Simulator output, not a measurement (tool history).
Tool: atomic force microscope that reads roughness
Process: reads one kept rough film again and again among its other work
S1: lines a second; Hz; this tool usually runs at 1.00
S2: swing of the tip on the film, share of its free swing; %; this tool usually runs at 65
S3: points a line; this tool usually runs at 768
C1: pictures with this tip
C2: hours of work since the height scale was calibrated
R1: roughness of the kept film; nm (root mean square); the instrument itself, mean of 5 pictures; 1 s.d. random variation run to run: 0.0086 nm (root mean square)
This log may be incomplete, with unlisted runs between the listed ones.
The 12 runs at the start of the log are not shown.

run,hour,S1,S2,S3,C1,C2,R1
13,356.3,1.00,63,768,138,273,1.823
# hour 374.4: new tip fitted
14,391.3,1.00,63,768,19,294,1.894
15,411.3,3.37,65,768,43,306,1.790
16,449.3,3.83,65,768,87,329,1.749
17,468.8,2.96,65,768,110,341,1.769
18,487.8,2.96,65,768,132,352,1.773
19,505.8,1.61,65,624,153,363,1.819
# hour 510.3: new tip fitted
20,542.1,2.44,86,611,37,385,1.670
21,582.6,1.59,69,266,84,409,1.805
22,611.2,1.59,64,275,117,426,1.819
23,634.1,1.00,65,950,144,440,1.824
# hour 648.1: new tip fitted
24,671.2,1.00,65,950,26,462,1.879
25,697.7,1.00,65,950,57,478,1.865
26,739.6,1.50,65,768,106,504,1.831
27,776.6,1.50,57,634,149,526,1.830
# hour 787.0: new tip fitted
28,807.3,2.45,75,918,23,544,1.767
29,834.5,2.45,75,918,55,561,1.745

For run 30, what comes out?
30,870.7,1.00,83,768,97,583,?

R1: 1.775 nm (root mean square)
Minus the tool's unlogged condition, the same run would have read R1 1.827 nm (root mean square).
